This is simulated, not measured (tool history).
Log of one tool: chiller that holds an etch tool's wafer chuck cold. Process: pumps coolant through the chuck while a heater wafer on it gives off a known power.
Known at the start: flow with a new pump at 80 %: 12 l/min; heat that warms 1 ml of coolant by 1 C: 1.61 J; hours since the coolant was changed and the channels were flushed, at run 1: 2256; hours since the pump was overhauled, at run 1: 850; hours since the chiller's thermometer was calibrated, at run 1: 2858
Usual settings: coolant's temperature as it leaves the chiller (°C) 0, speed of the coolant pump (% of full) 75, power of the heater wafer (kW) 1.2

run,hour,coolant's temperature as it leaves the chiller (°C),speed of the coolant pump (% of full),power of the heater wafer (kW),hours since the coolant was changed and the channels were flushed,hours since the pump was overhauled,hours since the chiller's thermometer was calibrated,chuck's temperature once it has settled (°C),how much warmer the coolant comes back (C)
1,0,0,75,1.2,2256,850,2858,8.4,3.99
2,13.6,0,75,1.383,2269,864,2872,9.5,4.59
# hour 32.9: chiller's thermometer calibrated
3,38.1,0,75,1.383,2293,887,5,9.6,4.56
4,59.1,5,75,1.2,2314,908,26,13.4,4.06
5,76.7,5,75,1.2,2331,926,44,13.1,4.02
6,102.3,5,75,1.561,2357,952,69,15.8,5.22
7,120.3,5,75,1.561,2375,970,87,15.8,5.3
8,139.8,5,75,1.561,2395,989,107,15.7,5.28
9,151.9,-6,75,1.2,2407,1001,119,2.4,4.11
10,169.2,-6,82,1.2,2424,1018,136,1.6,3.75
11,195.4,-6,82,1.2,2450,1045,162,1.8,3.73
12,225,-2,69,1.191,2480,1074,192,6.8,4.48
13,244.3,-2,75,0.914,2499,1094,211,4.3,3.17
14,264.5,-2,64,1.226,2519,1114,232,7.6,5.01
15,288.7,-8,87,1.226,2543,1138,256,-0.6,3.59
16,317.3,1,85,1.226,2572,1167,284,8.7,3.73
17,340.9,0,80,1.16,2596,1190,308,7.7,3.77

How the hidden state differs across the entries between the runs, from the last listed run before each to the first after it:
Between runs 2 and 3: chiller's thermometer calibrated (hour 32.9)
  drift of the gauge itself on warmer_back_c, C: 0.01 -> 0.02
  measured less the result without the state, how much warmer the coolant comes back (C): +0.01 -> +0.03
